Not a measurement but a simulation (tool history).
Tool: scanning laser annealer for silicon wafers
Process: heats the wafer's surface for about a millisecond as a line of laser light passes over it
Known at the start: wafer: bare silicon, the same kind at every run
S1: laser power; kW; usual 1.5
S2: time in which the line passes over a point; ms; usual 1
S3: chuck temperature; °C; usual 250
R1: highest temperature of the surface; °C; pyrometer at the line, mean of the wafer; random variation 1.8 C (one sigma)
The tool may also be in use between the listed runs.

run,hour,S1,S2,S3,R1
1,0,1.5,1,250,959
2,9.4,1.5,1,255,966
3,15.1,1.5,1,255,965
4,23.7,1.5,1,255,966
5,32.7,1.347,1,250,862
6,46,1.347,1,250,863
7,59.2,1.5,0.72,250,862
8,67.1,1.5,1,250,959
9,79.6,1.5,1,250,957
10,88.5,1.5,1,250,957
11,97.5,1.417,0.81,220,817
12,103.7,1.3,1.03,274,865
13,112,1.362,1.16,250,912
14,124.5,1.395,0.71,250,798
15,133.7,1.343,1,285,893
16,141,1.527,0.76,250,884
17,152.8,1.299,1,287,870
18,161.8,1.642,0.89,287,1037
19,175.5,1.649,0.77,287,996
20,181.2,1.649,0.77,287,995

3 ways to go on from here, each from the tool as it stands after run 20. What would each give?
A,189.5,1.545,0.77,287,?
B,189.5,1.649,0.77,260,?
C,189.5,1.472,0.77,228,?

run,R1
A,936
B,969
C,836
Without the tool's hidden state the same runs would have given:
run,R1
A,975
B,1012
C,872

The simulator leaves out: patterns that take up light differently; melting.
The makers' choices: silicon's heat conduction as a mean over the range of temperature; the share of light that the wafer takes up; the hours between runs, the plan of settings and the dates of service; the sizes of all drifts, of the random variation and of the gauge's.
